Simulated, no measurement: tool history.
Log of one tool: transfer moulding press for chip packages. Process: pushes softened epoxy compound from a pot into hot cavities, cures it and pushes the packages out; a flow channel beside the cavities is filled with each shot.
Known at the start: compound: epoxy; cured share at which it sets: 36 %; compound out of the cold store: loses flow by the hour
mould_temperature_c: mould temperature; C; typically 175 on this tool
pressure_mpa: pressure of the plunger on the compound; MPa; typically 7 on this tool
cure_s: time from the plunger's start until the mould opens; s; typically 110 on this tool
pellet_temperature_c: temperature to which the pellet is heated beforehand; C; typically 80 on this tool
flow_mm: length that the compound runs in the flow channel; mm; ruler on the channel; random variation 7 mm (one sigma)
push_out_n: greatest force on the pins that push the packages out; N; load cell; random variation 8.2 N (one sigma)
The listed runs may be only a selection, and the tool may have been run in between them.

run,hour,mould_temperature_c,pressure_mpa,cure_s,pellet_temperature_c,incoming compound's hours out of the cold store,flow_mm,push_out_n
1,0,175,7,110,80,42.7,627,377
2,44.7,175,7,110,80,42.6,628,475
# hour 77.7: cavities cleaned with cleaning compound and waxed
3,120.3,175,7,110,80,41.4,618,468
# hour 163.7: cavities cleaned with cleaning compound and waxed
4,186.5,175,7,110,80,12.9,733,445
# hour 243.7: cavities cleaned with cleaning compound and waxed
5,243.7,175,7,110,79,38.7,623,323
# hour 292.5: plunger's sealing rings changed
6,317.7,175,7,110,79,10.5,798,500
# hour 325.1: cavities cleaned with cleaning compound and waxed
# hour 404.9: cavities cleaned with cleaning compound and waxed
7,404.9,168,7,110,80,8.3,819,528
8,454.6,168,7,110,80,8,821,775
# hour 465.1: mould's thermocouples calibrated
# hour 490.3: cavities cleaned with cleaning compound and waxed
9,533.3,168,7,110,80,35.2,672,640
# hour 576.4: cavities cleaned with cleaning compound and waxed
10,602.6,175,7,110,72,28.5,668,414
# hour 655.7: cavities cleaned with cleaning compound and waxed
11,655.7,175,7,110,72,9.7,756,330
# hour 670.1: mould's thermocouples calibrated, once more
12,727.7,171,8.16,130,72,43.6,675,519
# hour 739.7: cavities cleaned with cleaning compound and waxed
# hour 755.7: plunger's sealing rings changed
13,819,175,7.82,111,82,10.7,834,540
# hour 827.5: cavities cleaned with cleaning compound and waxed
14,858.5,179,6.76,144,84,25.9,693,399
# hour 913.1: cavities cleaned with cleaning compound and waxed
15,938.3,179,6.76,136,86,45.9,598,370
# hour 992.5: cavities cleaned with cleaning compound and waxed
16,1005.2,175,7,110,85,33.3,669,405
17,1055.7,175,7,110,85,24.1,705,517
# hour 1077.9: cavities cleaned with cleaning compound and waxed
18,1125.1,175,6.93,110,80,12.2,748,514
# hour 1156.9: cavities cleaned with cleaning compound and waxed
# hour 1210.3: plunger's sealing rings changed
19,1210.3,183,8.26,111,80,45,665,417
# hour 1239.6: cavities cleaned with cleaning compound and waxed
20,1254.8,183,8.26,113,83,15.1,798,353
# hour 1324.9: cavities cleaned with cleaning compound and waxed
21,1341.5,183,8.26,113,83,34.9,683,360

Below are 5 alternative next runs, each starting from the tool's condition after run 21. Predict each:
# hour 1404.3: cavities cleaned with cleaning compound and waxed
A,1405.5,170,7,110,80,28.5,?,?
# hour 1404.3: cavities cleaned with cleaning compound and waxed
B,1405.5,183,8.18,106,89,22.8,?,?
# hour 1404.3: cavities cleaned with cleaning compound and waxed
C,1405.5,175,5.71,134,88,35.5,?,?
# hour 1404.3: cavities cleaned with cleaning compound and waxed
D,1405.5,183,7.23,112,73,45,?,?
# hour 1404.3: cavities cleaned with cleaning compound and waxed
E,1405.5,171,8.26,113,86,46.7,?,?

run,flow_mm,push_out_n
A,709,465
B,735,298
C,581,308
D,605,299
E,687,379
The same runs, with their run-to-run variation unchanged, on a tool lacking any hidden condition would have given:
run,flow_mm,push_out_n
A,735,481
B,761,290
C,602,302
D,626,291
E,712,386

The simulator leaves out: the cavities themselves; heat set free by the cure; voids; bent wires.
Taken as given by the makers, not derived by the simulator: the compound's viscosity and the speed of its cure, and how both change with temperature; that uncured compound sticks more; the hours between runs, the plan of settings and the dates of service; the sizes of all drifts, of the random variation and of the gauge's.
